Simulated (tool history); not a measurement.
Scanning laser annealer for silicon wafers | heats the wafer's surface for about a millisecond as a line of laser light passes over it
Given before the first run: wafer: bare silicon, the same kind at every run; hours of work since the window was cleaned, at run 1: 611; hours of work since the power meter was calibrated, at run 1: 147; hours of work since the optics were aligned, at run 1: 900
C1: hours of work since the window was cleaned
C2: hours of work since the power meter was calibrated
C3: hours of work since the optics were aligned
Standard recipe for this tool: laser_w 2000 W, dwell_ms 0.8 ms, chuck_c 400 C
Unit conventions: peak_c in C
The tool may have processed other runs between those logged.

run 1 hour=0 | laser_w=2000 dwell_ms=0.8 chuck_c=400 | C1=611 C2=147 C3=900 | peak_c=1070
run 2 hour=45.9 | laser_w=2000 dwell_ms=0.8 chuck_c=400 | C1=648 C2=184 C3=936 | peak_c=1065
run 3 hour=130.9 | laser_w=2000 dwell_ms=0.8 chuck_c=400 | C1=714 C2=251 C3=1003 | peak_c=1063
run 4 hour=171 | laser_w=2000 dwell_ms=0.8 chuck_c=400 | C1=746 C2=282 C3=1034 | peak_c=1062
-- hour=229.6 window over the wafer cleaned
run 5 hour=229.6 | laser_w=2000 dwell_ms=0.8 chuck_c=400 | C1=0 C2=327 C3=1079 | peak_c=1101
run 6 hour=313 | laser_w=2000 dwell_ms=0.8 chuck_c=400 | C1=66 C2=392 C3=1145 | peak_c=1096
run 7 hour=363 | laser_w=2000 dwell_ms=0.8 chuck_c=400 | C1=105 C2=432 C3=1184 | peak_c=1095
run 8 hour=416.3 | laser_w=2159 dwell_ms=0.8 chuck_c=400 | C1=147 C2=474 C3=1226 | peak_c=1156
run 9 hour=490.6 | laser_w=2159 dwell_ms=0.8 chuck_c=400 | C1=205 C2=532 C3=1284 | peak_c=1151
run 10 hour=556 | laser_w=2159 dwell_ms=0.8 chuck_c=400 | C1=257 C2=584 C3=1336 | peak_c=1150
run 11 hour=635.8 | laser_w=2159 dwell_ms=0.8 chuck_c=400 | C1=320 C2=646 C3=1399 | peak_c=1145
run 12 hour=690.4 | laser_w=2000 dwell_ms=0.8 chuck_c=400 | C1=363 C2=689 C3=1442 | peak_c=1075
run 13 hour=775.6 | laser_w=1826 dwell_ms=0.8 chuck_c=400 | C1=430 C2=757 C3=1509 | peak_c=1004
run 14 hour=864 | laser_w=1959 dwell_ms=0.8 chuck_c=400 | C1=499 C2=826 C3=1578 | peak_c=1054
run 15 hour=934.4 | laser_w=2067 dwell_ms=0.8 chuck_c=400 | C1=555 C2=882 C3=1634 | peak_c=1092
run 16 hour=1002.6 | laser_w=2067 dwell_ms=0.607 chuck_c=400 | C1=609 C2=935 C3=1688 | peak_c=983
run 17 hour=1068.4 | laser_w=2067 dwell_ms=0.607 chuck_c=400 | C1=660 C2=987 C3=1739 | peak_c=984
run 18 hour=1148.2 | laser_w=2000 dwell_ms=0.8 chuck_c=400 | C1=723 C2=1050 C3=1802 | peak_c=1055
-- hour=1165.1 optics aligned, line set to its width
run 19 hour=1217 | laser_w=2000 dwell_ms=0.8 chuck_c=400 | C1=773 C2=1100 C3=41 | peak_c=1063
-- hour=1238.2 window over the wafer cleaned
run 20 hour=1284 | laser_w=2000 dwell_ms=0.8 chuck_c=400 | C1=36 C2=1151 C3=92 | peak_c=1113
run 21 hour=1346.7 | laser_w=2135 dwell_ms=0.924 chuck_c=431 | C1=85 C2=1201 C3=141 | peak_c=1261
run 22 hour=1407.6 | laser_w=2139 dwell_ms=0.567 chuck_c=363 | C1=133 C2=1249 C3=189 | peak_c=988
run 23 hour=1467.1 | laser_w=2000 dwell_ms=0.8 chuck_c=375 | C1=180 C2=1295 C3=236 | peak_c=1076
run 24 hour=1519.5 | laser_w=2117 dwell_ms=0.8 chuck_c=429 | C1=221 C2=1337 C3=277 | peak_c=1177
run 25 hour=1606.5 | laser_w=2117 dwell_ms=0.8 chuck_c=429 | C1=290 C2=1405 C3=346 | peak_c=1173
run 26 hour=1682.1 | laser_w=2117 dwell_ms=0.8 chuck_c=429 | C1=349 C2=1465 C3=405 | peak_c=1169
run 27 hour=1760.1 | laser_w=2117 dwell_ms=0.8 chuck_c=429 | C1=411 C2=1526 C3=467 | peak_c=1162
run 28 hour=1843 | laser_w=2117 dwell_ms=0.8 chuck_c=429 | C1=476 C2=1591 C3=532 | peak_c=1160
run 29 hour=1925.6 | laser_w=1819 dwell_ms=0.666 chuck_c=400 | C1=541 C2=1657 C3=597 | peak_c=946
run 30 hour=2012.3 | laser_w=1819 dwell_ms=0.666 chuck_c=400 | C1=609 C2=1725 C3=665 | peak_c=942
run 31 hour=2095.5 | laser_w=2112 dwell_ms=0.8 chuck_c=380 | C1=675 C2=1790 C3=731 | peak_c=1093
run 32 hour=2148.7 | laser_w=1869 dwell_ms=0.903 chuck_c=400 | C1=717 C2=1832 C3=773 | peak_c=1060
run 33 hour=2221.7 | laser_w=2000 dwell_ms=0.738 chuck_c=400 | C1=774 C2=1890 C3=830 | peak_c=1036
-- hour=2242.1 window over the wafer cleaned
run 34 hour=2282.7 | laser_w=2112 dwell_ms=0.872 chuck_c=402 | C1=32 C2=1936 C3=877 | peak_c=1198
run 35 hour=2338.9 | laser_w=1806 dwell_ms=0.679 chuck_c=430 | C1=76 C2=1980 C3=921 | peak_c=1001
run 36 hour=2375.2 | laser_w=2040 dwell_ms=0.594 chuck_c=430 | C1=105 C2=2009 C3=950 | peak_c=1040

Below, some changes in peak_c between adjacent runs. For each, the amount present without the hidden state too (settings, incoming material, random variation) and the amount remaining for the hidden state with gauge scatter not shared by both compared results:
What the log doesn't record here: light that passes the window, % of a clean one's; laser's true power over the reading, %; width of the line over the set one, %; drift of the gauge itself on peak_c, C.
Run 4 -> 5: window over the wafer cleaned. peak_c +39 C: hidden state +40, all else -1.
Run 19 -> 20: window over the wafer cleaned. peak_c +50 C: hidden state +45, all else +5.
Run 21 -> 22: laser_w 2135 -> 2139, dwell_ms 0.924 -> 0.567, chuck_c 431 -> 363. peak_c -273 C: hidden state -2, all else -271.
Run 28 -> 29: laser_w 2117 -> 1819, dwell_ms 0.8 -> 0.666, chuck_c 429 -> 400. peak_c -214 C: hidden state +3, all else -217.
Run 33 -> 34: laser_w 2000 -> 2112, dwell_ms 0.738 -> 0.872, chuck_c 400 -> 402, window over the wafer cleaned. peak_c +162 C: hidden state +44, all else +118.
Run 34 -> 35: laser_w 2112 -> 1806, dwell_ms 0.872 -> 0.679, chuck_c 402 -> 430. peak_c -197 C: hidden state -3, all else -194.

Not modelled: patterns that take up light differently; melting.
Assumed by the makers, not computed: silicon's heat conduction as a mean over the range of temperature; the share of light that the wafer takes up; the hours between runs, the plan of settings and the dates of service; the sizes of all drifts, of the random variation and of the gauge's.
